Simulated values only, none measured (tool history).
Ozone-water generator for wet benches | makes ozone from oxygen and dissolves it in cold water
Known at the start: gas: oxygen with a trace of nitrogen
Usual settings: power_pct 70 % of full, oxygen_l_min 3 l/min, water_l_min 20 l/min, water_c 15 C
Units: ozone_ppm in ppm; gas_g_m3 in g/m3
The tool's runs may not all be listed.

| run | hour | power_pct | oxygen_l_min | water_l_min | water_c | ozone_ppm | gas_g_m3 |
|---|---|---|---|---|---|---|---|
| 1 | 0 | 70 | 3 | 20 | 15 | 15.9 | 193.7 |
| 2 | 95.4 | 70 | 3 | 24 | 15 | 13.7 | 194.2 |
| 3 | 175.1 | 70 | 3 | 24 | 15 | 13.5 | 192.1 |
| 4 | 314.7 | 69 | 3 | 20 | 15 | 15.5 | 188.5 |
| 5 | 485.8 | 69 | 3 | 20 | 15 | 15.5 | 189 |
| 6 | 659.5 | 69 | 3 | 20 | 15 | 15.5 | 189.9 |
| 7 | 812.3 | 69 | 3 | 20 | 15 | 15.3 | 189.6 |
| 8 | 934.7 | 70 | 3 | 20 | 15 | 15.5 | 190 |
| 9 | 1067.1 | 70 | 3 | 15 | 15 | 19.4 | 189.3 |
| 10 | 1244.6 | 70 | 3 | 15 | 15 | 19.6 | 190.3 |
| 11 | 1396.8 | 70 | 3 | 15 | 15 | 19.7 | 188.2 |
| 12 | 1512.4 | 70 | 3 | 15 | 15 | 19.5 | 187.4 |
| 13 | 1601 | 70 | 3 | 15 | 15 | 19.3 | 187.7 |
| 14 | 1733.8 | 70 | 3 | 15 | 15 | 19.5 | 186.2 |
| 15 | 1923.3 | 70 | 3 | 21 | 15 | 14.4 | 185.9 |
| 16 | 2057.5 | 70 | 3 | 21 | 15 | 14.4 | 186.1 |
| 17 | 2162.1 | 86 | 3.84 | 20 | 15 | 17.7 | 188.7 |
| 18 | 2334.6 | 83 | 3 | 13 | 15 | 24.2 | 211.1 |
| 19 | 2498.7 | 59 | 4.29 | 14 | 14 | 17.6 | 129 |
| 20 | 2653 | 100 | 3 | 17 | 8 | 24.1 | 240.9 |
| 21 | 2742 | 50 | 1.89 | 18 | 15 | 11.7 | 189 |
| 22 | 2882.9 | 50 | 1.89 | 18 | 15 | 12 | 189.1 |
|  | 2895 | water thermometer calibrated |
| 23 | 3077.2 | 50 | 1.89 | 18 | 15 | 11.8 | 187.8 |
| 24 | 3190 | 45 | 3.17 | 21 | 12 | 10.3 | 126.1 |
| 25 | 3320.6 | 67 | 3 | 20 | 12 | 14.3 | 175.9 |
| 26 | 3439.3 | 46 | 4.33 | 22 | 11 | 10.4 | 103.8 |
|  | 3573.2 | water thermometer calibrated, once more |
| 27 | 3598.3 | 46 | 4.33 | 22 | 11 | 10.2 | 105.5 |
| 28 | 3779.6 | 46 | 4.33 | 22 | 11 | 10.2 | 103.4 |
| 29 | 3914.8 | 46 | 4.33 | 22 | 11 | 10.2 | 104.2 |
| 30 | 4026.2 | 46 | 4.33 | 22 | 11 | 10.2 | 105 |
| 31 | 4126.6 | 46 | 4.33 | 22 | 11 | 10.1 | 103.5 |

The same runs without the tool's hidden state, with the same run-to-run variation:
The hidden state here: yield of the discharge, % of new electrodes'; contactor's efficiency, % of a clean one's; true water temperature over the reading, C; drift of the gauge itself on ozone_ppm, %; drift of the gauge itself on gas_g_m3, %.
| run | ozone_ppm | gas_g_m3 |
|---|---|---|
| 1 | 18 | 219.1 |
| 2 | 15.5 | 220.1 |
| 3 | 15.3 | 218 |
| 4 | 17.7 | 214.3 |
| 5 | 17.8 | 215.4 |
| 6 | 17.8 | 217.2 |
| 7 | 17.7 | 217.5 |
| 8 | 18 | 218.8 |
| 9 | 22.7 | 218.5 |
| 10 | 23 | 220.7 |
| 11 | 23.2 | 219 |
| 12 | 23 | 218.4 |
| 13 | 22.8 | 219.3 |
| 14 | 23.1 | 218.3 |
| 15 | 17.2 | 218.6 |
| 16 | 17.2 | 219.4 |
| 17 | 21.9 | 229.5 |
| 18 | 29.9 | 256.5 |
| 19 | 20.8 | 149.7 |
| 20 | 31 | 303.2 |
| 21 | 13.6 | 215 |
| 22 | 13.9 | 215.6 |
| 23 | 13.8 | 214.5 |
| 24 | 11.9 | 142 |
| 25 | 17.6 | 211.5 |
| 26 | 12.1 | 117.8 |
| 27 | 11.9 | 119.8 |
| 28 | 12 | 117.9 |
| 29 | 12 | 119 |
| 30 | 12 | 119.9 |
| 31 | 11.9 | 118.6 |
